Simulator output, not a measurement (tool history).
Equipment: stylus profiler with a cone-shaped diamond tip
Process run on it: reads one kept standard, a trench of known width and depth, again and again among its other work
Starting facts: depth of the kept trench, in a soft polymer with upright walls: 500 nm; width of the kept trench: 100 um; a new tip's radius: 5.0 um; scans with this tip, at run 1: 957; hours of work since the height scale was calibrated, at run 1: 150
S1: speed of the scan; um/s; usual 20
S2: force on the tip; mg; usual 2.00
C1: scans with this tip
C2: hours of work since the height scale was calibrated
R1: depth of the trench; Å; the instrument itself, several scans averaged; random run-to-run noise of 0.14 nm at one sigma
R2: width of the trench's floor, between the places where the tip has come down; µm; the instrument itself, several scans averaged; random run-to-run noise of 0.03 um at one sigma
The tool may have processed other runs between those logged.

{"run": 1, "hour": 0.0, "S1": 20, "S2": 2.0, "C1": 957, "C2": 150, "R1": 5041.5, "R2": 95.25}
{"run": 2, "hour": 9.0, "S1": 20, "S2": 2.0, "C1": 983, "C2": 154, "R1": 5041.7, "R2": 95.24}
{"run": 3, "hour": 28.3, "S1": 20, "S2": 1.08, "C1": 1038, "C2": 162, "R1": 5025.3, "R2": 95.18}
{"run": 4, "hour": 45.8, "S1": 20, "S2": 1.08, "C1": 1088, "C2": 170, "R1": 5024.9, "R2": 95.14}
{"run": 5, "hour": 65.2, "S1": 6, "S2": 2.0, "C1": 1143, "C2": 179, "R1": 5041.1, "R2": 95.24}
{"run": 6, "hour": 76.1, "S1": 39, "S2": 2.0, "C1": 1175, "C2": 183, "R1": 5041.3, "R2": 95.05}
{"run": 7, "hour": 94.8, "S1": 9, "S2": 2.0, "C1": 1228, "C2": 192, "R1": 5038.9, "R2": 95.21}
{"run": 8, "hour": 106.5, "S1": 20, "S2": 3.32, "C1": 1261, "C2": 197, "R1": 5057.7, "R2": 95.14}
{"run": 9, "hour": 118.4, "S1": 20, "S2": 2.0, "C1": 1296, "C2": 202, "R1": 5042.0, "R2": 95.1}
{"run": 10, "hour": 131.6, "S1": 11, "S2": 2.0, "C1": 1333, "C2": 208, "R1": 5039.5, "R2": 95.2}
{"run": 11, "hour": 148.9, "S1": 11, "S2": 2.0, "C1": 1383, "C2": 216, "R1": 5039.4, "R2": 95.14}
{"hour": 151.3, "done": "height scale calibrated on a step standard"}
{"run": 12, "hour": 163.2, "S1": 11, "S2": 2.0, "C1": 1422, "C2": 5, "R1": 5041.7, "R2": 95.17}
{"run": 13, "hour": 177.1, "S1": 11, "S2": 2.0, "C1": 1462, "C2": 12, "R1": 5040.7, "R2": 95.17}
{"run": 14, "hour": 193.8, "S1": 42, "S2": 2.6, "C1": 1510, "C2": 19, "R1": 5048.8, "R2": 94.95}
{"run": 15, "hour": 213.9, "S1": 39, "S2": 1.45, "C1": 1567, "C2": 28, "R1": 5029.0, "R2": 94.89}
{"hour": 222.2, "done": "height scale calibrated on a step standard, once more"}
{"run": 16, "hour": 228.5, "S1": 71, "S2": 1.52, "C1": 1607, "C2": 3, "R1": 5037.5, "R2": 94.62}
{"run": 17, "hour": 238.9, "S1": 26, "S2": 1.42, "C1": 1637, "C2": 7, "R1": 5034.3, "R2": 95.02}
{"run": 18, "hour": 257.0, "S1": 26, "S2": 1.42, "C1": 1689, "C2": 16, "R1": 5031.3, "R2": 94.95}
{"run": 19, "hour": 269.0, "S1": 16, "S2": 4.1, "C1": 1723, "C2": 21, "R1": 5072.8, "R2": 95.09}
{"run": 20, "hour": 287.1, "S1": 16, "S2": 4.1, "C1": 1775, "C2": 29, "R1": 5072.5, "R2": 95.15}

Branching from run 20: 3 alternative next runs. What would each branch give?
{"run": "A", "hour": 306.4, "S1": 9, "S2": 5.14, "C1": 1830, "C2": 38, "R1": "?", "R2": "?"}
{"run": "B", "hour": 306.4, "S1": 15, "S2": 3.41, "C1": 1830, "C2": 38, "R1": "?", "R2": "?"}
{"run": "C", "hour": 306.4, "S1": 30, "S2": 1.25, "C1": 1830, "C2": 38, "R1": "?", "R2": "?"}

run=A R1=5084.6 R2=95.05
run=B R1=5064.9 R2=95.03
run=C R1=5031.3 R2=94.83
Had the tool no hidden state, the same runs would have come out as:
run=A R1=5086.1 R2=95.59
run=B R1=5066.4 R2=95.56
run=C R1=5032.8 R2=95.37

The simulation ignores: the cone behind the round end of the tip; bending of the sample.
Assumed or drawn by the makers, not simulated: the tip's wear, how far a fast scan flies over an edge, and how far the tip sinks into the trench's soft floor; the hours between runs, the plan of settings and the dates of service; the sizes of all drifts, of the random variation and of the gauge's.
